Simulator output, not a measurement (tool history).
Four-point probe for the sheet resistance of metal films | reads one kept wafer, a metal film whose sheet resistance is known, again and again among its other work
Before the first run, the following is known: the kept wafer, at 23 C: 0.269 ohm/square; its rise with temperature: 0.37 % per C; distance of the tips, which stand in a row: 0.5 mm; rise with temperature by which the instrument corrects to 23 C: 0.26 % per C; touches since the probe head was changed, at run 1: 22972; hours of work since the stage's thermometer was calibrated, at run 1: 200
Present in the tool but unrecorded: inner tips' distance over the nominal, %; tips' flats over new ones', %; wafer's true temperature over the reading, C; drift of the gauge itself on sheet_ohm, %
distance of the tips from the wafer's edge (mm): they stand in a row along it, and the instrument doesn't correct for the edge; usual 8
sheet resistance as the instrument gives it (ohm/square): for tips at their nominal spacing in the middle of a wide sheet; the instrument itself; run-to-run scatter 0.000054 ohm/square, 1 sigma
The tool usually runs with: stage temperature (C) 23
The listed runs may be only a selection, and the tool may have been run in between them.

| run | hour | stage temperature (C) | distance of the tips from the wafer's edge (mm) | touches since the probe head was changed | hours of work since the stage's thermometer was calibrated | sheet resistance as the instrument gives it (ohm/square) |
|---|---|---|---|---|---|---|
| 1 | 0.0 | 23 | 8 | 22972 | 200 | 0.269160 |
| 2 | 21.1 | 23 | 8 | 23670 | 212 | 0.269188 |
| 3 | 47.2 | 23 | 8 | 24536 | 228 | 0.269200 |
| 4 | 71.6 | 23 | 8 | 25346 | 242 | 0.269200 |
| 5 | 85.8 | 23 | 8 | 25818 | 250 | 0.269154 |
| 6 | 99.6 | 23 | 8 | 26274 | 258 | 0.269157 |
| 7 | 112.8 | 23 | 28 | 26711 | 266 | 0.268676 |
| 8 | 124.4 | 23 | 28 | 27097 | 272 | 0.268673 |
| 9 | 149.0 | 23 | 28 | 27912 | 287 | 0.268602 |
| 10 | 171.8 | 23 | 28 | 28669 | 300 | 0.268568 |
| 11 | 185.4 | 23 | 8 | 29119 | 308 | 0.269064 |
| 12 | 200.7 | 23 | 7 | 29628 | 317 | 0.269240 |
| 13 | 212.1 | 23 | 7 | 30005 | 323 | 0.269244 |
| 14 | 232.7 | 20 | 8 | 30690 | 335 | 0.268205 |
| 15 | 250.7 | 20 | 8 | 31287 | 346 | 0.268096 |
| 16 | 264.3 | 23 | 8 | 31737 | 354 | 0.269043 |
| 17 | 289.8 | 23 | 8 | 32584 | 368 | 0.269016 |
| 18 | 311.8 | 23 | 8 | 33315 | 381 | 0.268953 |
| 19 | 330.1 | 23 | 8 | 33920 | 392 | 0.268996 |
| 20 | 346.2 | 24 | 8 | 34453 | 401 | 0.269253 |
| 21 | 368.3 | 25 | 7 | 35187 | 414 | 0.269655 |
| 22 | 392.6 | 25 | 7 | 35993 | 428 | 0.269665 |
| 23 | 416.6 | 26 | 13 | 36790 | 442 | 0.269474 |
|  | 418.8 | stage's thermometer calibrated |
| 24 | 441.8 | 22 | 10 | 37609 | 13 | 0.268621 |
| 25 | 460.8 | 22 | 10 | 38238 | 24 | 0.268670 |
| 26 | 474.4 | 24 | 10 | 38691 | 32 | 0.269250 |
| 27 | 486.4 | 32 | 18 | 39087 | 39 | 0.271169 |
| 28 | 507.4 | 23 | 56 | 39783 | 51 | 0.268566 |
| 29 | 528.0 | 29 | 21 | 40467 | 63 | 0.270269 |
| 30 | 543.0 | 29 | 21 | 40964 | 72 | 0.270360 |
| 31 | 557.3 | 18 | 31 | 41440 | 80 | 0.267023 |
|  | 566.3 | stage's thermometer calibrated, once more |
| 32 | 577.6 | 18 | 31 | 42095 | 7 | 0.266439 |
| 33 | 591.2 | 25 | 51 | 42545 | 14 | 0.268514 |
| 34 | 604.5 | 25 | 51 | 42988 | 22 | 0.268452 |
| 35 | 629.5 | 34 | 9 | 43818 | 37 | 0.271454 |

Predict each of these 3 candidate next runs independently; none follows another, all start after run 35:
| A | 640.8 | 22 | 13 | 44191 | 43 | ? |
| B | 640.8 | 28 | 24 | 44191 | 43 | ? |
| C | 640.8 | 23 | 3 | 44191 | 43 | ? |

| run | sheet resistance as the instrument gives it (ohm/square) |
|---|---|
| A | 0.267748 |
| B | 0.269282 |
| C | 0.271901 |
The same runs, with their run-to-run variation unchanged, on a tool lacking any hidden condition would have given:
| run | sheet resistance as the instrument gives it (ohm/square) |
|---|---|
| A | 0.268897 |
| B | 0.270438 |
| C | 0.273067 |
